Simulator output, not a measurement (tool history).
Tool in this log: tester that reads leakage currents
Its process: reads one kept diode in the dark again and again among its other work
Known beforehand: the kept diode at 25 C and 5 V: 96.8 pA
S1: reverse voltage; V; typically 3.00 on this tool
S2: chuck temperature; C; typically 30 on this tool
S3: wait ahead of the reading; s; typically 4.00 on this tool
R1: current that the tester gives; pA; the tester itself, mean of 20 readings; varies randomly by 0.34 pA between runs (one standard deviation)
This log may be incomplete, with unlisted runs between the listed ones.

{"run": 1, "hour": 0.0, "S1": 3.0, "S2": 30, "S3": 4.0, "R1": 123.27}
{"run": 2, "hour": 34.6, "S1": 3.0, "S2": 30, "S3": 1.5, "R1": 124.04}
{"run": 3, "hour": 90.1, "S1": 3.0, "S2": 30, "S3": 1.5, "R1": 124.22}
{"run": 4, "hour": 138.7, "S1": 3.0, "S2": 30, "S3": 1.5, "R1": 124.65}
{"run": 5, "hour": 198.6, "S1": 3.0, "S2": 30, "S3": 1.5, "R1": 124.27}
{"run": 6, "hour": 228.8, "S1": 3.0, "S2": 22, "S3": 4.0, "R1": 62.27}
{"run": 7, "hour": 262.8, "S1": 15.04, "S2": 30, "S3": 4.0, "R1": 308.31}
{"run": 8, "hour": 319.4, "S1": 3.0, "S2": 30, "S3": 4.0, "R1": 124.9}
{"run": 9, "hour": 359.3, "S1": 3.0, "S2": 30, "S3": 4.0, "R1": 125.54}
{"run": 10, "hour": 402.1, "S1": 3.0, "S2": 30, "S3": 4.0, "R1": 125.25}
{"hour": 422.8, "done": "chuck's temperature calibrated"}
{"run": 11, "hour": 469.8, "S1": 10.72, "S2": 30, "S3": 4.0, "R1": 234.45}
{"run": 12, "hour": 533.8, "S1": 10.72, "S2": 30, "S3": 4.0, "R1": 233.1}
{"run": 13, "hour": 598.6, "S1": 10.72, "S2": 30, "S3": 4.0, "R1": 234.33}
{"run": 14, "hour": 666.5, "S1": 10.72, "S2": 30, "S3": 4.0, "R1": 235.5}
{"run": 15, "hour": 704.8, "S1": 10.72, "S2": 30, "S3": 4.0, "R1": 234.98}
{"run": 16, "hour": 753.1, "S1": 10.72, "S2": 30, "S3": 4.0, "R1": 236.48}
{"run": 17, "hour": 804.3, "S1": 3.0, "S2": 30, "S3": 2.68, "R1": 116.33}
{"run": 18, "hour": 874.7, "S1": 3.0, "S2": 30, "S3": 2.68, "R1": 116.25}
{"run": 19, "hour": 919.6, "S1": 3.39, "S2": 30, "S3": 2.68, "R1": 124.44}
{"run": 20, "hour": 960.9, "S1": 3.39, "S2": 30, "S3": 2.68, "R1": 125.37}
{"run": 21, "hour": 1021.5, "S1": 8.13, "S2": 30, "S3": 2.09, "R1": 205.02}
{"run": 22, "hour": 1066.3, "S1": 8.13, "S2": 29, "S3": 8.62, "R1": 188.35}
{"run": 23, "hour": 1096.7, "S1": 10.89, "S2": 29, "S3": 8.62, "R1": 221.19}
{"run": 24, "hour": 1136.5, "S1": 11.48, "S2": 41, "S3": 0.54, "R1": 612.94}
{"run": 25, "hour": 1203.9, "S1": 11.48, "S2": 41, "S3": 0.54, "R1": 614.77}
{"run": 26, "hour": 1257.6, "S1": 18.88, "S2": 49, "S3": 4.0, "R1": 1500.85}
{"run": 27, "hour": 1300.1, "S1": 8.03, "S2": 57, "S3": 4.0, "R1": 1687.18}
{"run": 28, "hour": 1360.8, "S1": 2.03, "S2": 38, "S3": 4.46, "R1": 184.46}
{"run": 29, "hour": 1389.9, "S1": 18.37, "S2": 23, "S3": 1.1, "R1": 182.54}
{"run": 30, "hour": 1454.3, "S1": 2.78, "S2": 23, "S3": 2.25, "R1": 62.36}
{"run": 31, "hour": 1517.4, "S1": 2.78, "S2": 27, "S3": 0.52, "R1": 90.14}
{"run": 32, "hour": 1568.3, "S1": 2.78, "S2": 50, "S3": 0.52, "R1": 565.3}
{"run": 33, "hour": 1617.7, "S1": 3.0, "S2": 40, "S3": 4.0, "R1": 270.23}
{"run": 34, "hour": 1652.4, "S1": 11.51, "S2": 40, "S3": 7.78, "R1": 571.59}
{"run": 35, "hour": 1718.7, "S1": 11.51, "S2": 40, "S3": 7.78, "R1": 575.97}
{"run": 36, "hour": 1767.6, "S1": 3.0, "S2": 30, "S3": 0.93, "R1": 121.46}
{"run": 37, "hour": 1801.1, "S1": 3.0, "S2": 30, "S3": 9.87, "R1": 120.4}
{"run": 38, "hour": 1847.6, "S1": 2.14, "S2": 36, "S3": 0.82, "R1": 165.08}
{"run": 39, "hour": 1899.9, "S1": 3.78, "S2": 29, "S3": 4.32, "R1": 126.49}
{"run": 40, "hour": 1930.4, "S1": 3.78, "S2": 29, "S3": 4.32, "R1": 126.57}

Each row is a separate what-if for the run after 40, all from the same tool condition, not one after another. Results?
{"run": "A", "hour": 1994.7, "S1": 18.86, "S2": 49, "S3": 9.77, "R1": "?"}
{"run": "B", "hour": 1994.7, "S1": 6.82, "S2": 22, "S3": 0.63, "R1": "?"}
{"run": "C", "hour": 1994.7, "S1": 3.29, "S2": 30, "S3": 4.0, "R1": "?"}

run=A R1=1533.93
run=B R1=98.56
run=C R1=127.46
With no hidden state in the tool, these same runs would have given:
run=A R1=1440.84
run=B R1=90.70
run=C R1=118.58
